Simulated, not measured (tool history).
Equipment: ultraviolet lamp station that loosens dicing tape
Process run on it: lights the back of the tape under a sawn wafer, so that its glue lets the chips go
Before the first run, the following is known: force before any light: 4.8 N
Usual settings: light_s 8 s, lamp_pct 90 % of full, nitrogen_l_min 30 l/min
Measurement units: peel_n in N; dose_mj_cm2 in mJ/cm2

run,hour,light_s,lamp_pct,nitrogen_l_min,peel_n,dose_mj_cm2
1,0.0,8,90,30,0.262,313
2,10.0,8,90,30,0.263,310
3,23.5,8,90,30,0.264,313
4,34.2,8,90,30,0.261,312
5,45.5,8,90,30,0.262,307
6,60.6,8,93,30,0.255,318
7,74.3,8,90,30,0.270,304
8,82.5,8,90,30,0.262,301
9,91.0,8,90,30,0.265,302
10,98.5,8,90,30,0.268,301
11,111.8,8,90,30,0.273,304
12,123.4,8,90,30,0.265,303
13,136.7,8,90,43,0.245,299
14,151.6,8,90,43,0.246,296
# hour 154.3: window cleaned of glue's vapour
15,166.5,13,90,11,0.226,538
16,173.0,13,90,11,0.232,533
17,184.8,6,90,16,0.497,241
18,191.9,6,90,16,0.495,247
19,200.0,6,77,13,0.742,205
20,208.8,8,90,15,0.342,324
21,215.0,6,61,30,0.622,166
22,225.2,6,61,30,0.636,164
23,231.7,6,61,30,0.621,160

Alternative continuations, all from the tool just after run 23; predict every row:
A,244.4,5,77,17,?,?
B,244.4,8,90,14,?,?
C,244.4,8,90,19,?,?

run,peel_n,dose_mj_cm2
A,0.836,171
B,0.358,322
C,0.306,323
Take away the tool's hidden state, keep each run's random variation, and the runs would have read:
run,peel_n,dose_mj_cm2
A,0.657,200
B,0.292,376
C,0.261,378
